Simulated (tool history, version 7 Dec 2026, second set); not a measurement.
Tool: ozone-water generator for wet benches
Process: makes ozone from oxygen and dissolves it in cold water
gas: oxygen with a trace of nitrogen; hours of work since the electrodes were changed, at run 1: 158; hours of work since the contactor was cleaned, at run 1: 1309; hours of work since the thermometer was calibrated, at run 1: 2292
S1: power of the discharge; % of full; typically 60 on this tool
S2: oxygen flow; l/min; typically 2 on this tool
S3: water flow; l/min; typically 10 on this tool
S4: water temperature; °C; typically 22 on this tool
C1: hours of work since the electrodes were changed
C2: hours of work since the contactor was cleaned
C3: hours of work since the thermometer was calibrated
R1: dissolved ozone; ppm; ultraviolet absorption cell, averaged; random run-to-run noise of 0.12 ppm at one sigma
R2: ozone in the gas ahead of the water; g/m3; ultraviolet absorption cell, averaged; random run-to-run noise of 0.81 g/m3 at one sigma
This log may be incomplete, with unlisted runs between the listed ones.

Run 1, day 0: usual settings; C1 158; C2 1309; C3 2292. Result: R1 10.4 ppm, R2 127.9 g/m3.
Run 2, day 2.912: usual settings but S3 11 l/min; C1 216; C2 1367; C3 2350. Result: R1 9.5 ppm, R2 127.5 g/m3.
Run 3, day 4.971: usual settings but S3 11 l/min; C1 257; C2 1408; C3 2391. Result: R1 9.6 ppm, R2 128 g/m3.
Run 4, day 6.467: usual settings but S3 11 l/min; C1 287; C2 1438; C3 2421. Result: R1 9.6 ppm, R2 127.8 g/m3.
Run 5, day 8.375: usual settings; C1 325; C2 1476; C3 2459. Result: R1 10.6 ppm, R2 125.7 g/m3.
Run 6, day 10.038: usual settings; C1 359; C2 1510; C3 2492. Result: R1 10.5 ppm, R2 126.1 g/m3.
Run 7, day 12.517: usual settings; C1 408; C2 1559; C3 2542. Result: R1 10.6 ppm, R2 127.2 g/m3.
Run 8, day 15.442: usual settings; C1 466; C2 1618; C3 2600. Result: R1 10.3 ppm, R2 127 g/m3.
Run 9, day 16.762: usual settings; C1 493; C2 1644; C3 2627. Result: R1 10.4 ppm, R2 125.6 g/m3.
Run 10, day 18.017: usual settings but S3 11 l/min; C1 518; C2 1669; C3 2652. Result: R1 9.4 ppm, R2 127.1 g/m3.
Run 11, day 19.917: usual settings but S2 3.23 l/min; C1 556; C2 1707; C3 2690. Result: R1 10.6 ppm, R2 100.7 g/m3.
Run 12, day 22.171: usual settings but S3 12 l/min, S4 20 °C; C1 601; C2 1752; C3 2735. Result: R1 9 ppm, R2 125.7 g/m3.
At day 22.575: contactor cleaned.
Run 13, day 25.35: usual settings but S1 79 % of full, S2 1.09 l/min, S3 16 l/min, S4 21 °C; C1 661; C2 55; C3 2795. Result: R1 7 ppm, R2 207.5 g/m3.
Run 14, day 28.408: usual settings but S2 1.24 l/min, S3 11 l/min, S4 24 °C; C1 722; C2 117; C3 2856. Result: R1 8.4 ppm, R2 159.3 g/m3.
Run 15, day 31.217: usual settings but S1 83 % of full, S2 1.24 l/min, S3 11 l/min, S4 24 °C; C1 778; C2 173; C3 2912. Result: R1 10.9 ppm, R2 204.7 g/m3.
Run 16, day 33.825: usual settings but S1 90 % of full, S2 1.39 l/min, S4 23 °C; C1 830; C2 225; C3 2964. Result: R1 13 ppm, R2 206.2 g/m3.
Run 17, day 35.754: usual settings but S1 57 % of full, S2 1.07 l/min, S3 7 l/min, S4 17 °C; C1 869; C2 263; C3 3003. Result: R1 13 ppm, R2 162.7 g/m3.
Run 18, day 37.05: usual settings but S1 57 % of full, S2 1.07 l/min, S3 7 l/min, S4 17 °C; C1 895; C2 289; C3 3029. Result: R1 12.7 ppm, R2 163.1 g/m3.
Run 19, day 38.479: usual settings but S1 57 % of full, S2 1.07 l/min, S3 7 l/min, S4 17 °C; C1 923; C2 318; C3 3057. Result: R1 12.9 ppm, R2 161.4 g/m3.
At day 39.488: contactor cleaned, once more.
Run 20, day 41.412: usual settings but S1 57 % of full, S2 1.07 l/min, S3 7 l/min, S4 17 °C; C1 979; C2 38; C3 3113. Result: R1 13.1 ppm, R2 161.4 g/m3.
Run 21, day 43.6: usual settings but S1 56 % of full, S3 9 l/min; C1 1022; C2 82; C3 3156. Result: R1 10.7 ppm, R2 119.2 g/m3.
Run 22, day 45.317: usual settings but S2 2.62 l/min, S3 7 l/min, S4 28 °C; C1 1057; C2 116; C3 3191. Result: R1 12.4 ppm, R2 110.2 g/m3.

Alternative continuations, all from the tool just after run 22; predict every row:
Run A, day 47.475: usual settings but S4 21 °C; C1 1100; C2 160; C3 3234. Result: R1 ?, R2 ?.
Run B, day 47.475: usual settings but S2 3.52 l/min, S3 6 l/min, S4 23 °C; C1 1100; C2 160; C3 3234. Result: R1 ?, R2 ?.
Run C, day 47.475: usual settings but S1 70 % of full, S2 2.58 l/min, S3 7 l/min, S4 15 °C; C1 1100; C2 160; C3 3234. Result: R1 ?, R2 ?.
Run D, day 47.475: usual settings but S2 2.62 l/min, S3 13 l/min, S4 28 °C; C1 1100; C2 160; C3 3234. Result: R1 ?, R2 ?.
Run E, day 47.475: usual settings but S4 25 °C; C1 1100; C2 160; C3 3234. Result: R1 ?, R2 ?.

run    R1     R2
  A  10.5  124.9
  B  14.2   96.1
  C  17.4  126.2
  D   7.7  110.5
  E   9.9  127.6
With no hidden state in the tool, these same runs would have given:
run    R1     R2
  A  10.8  127.1
  B  14.6   97.8
  C  17.8  128.7
  D   7.9  112.5
  E  10.1  129.8
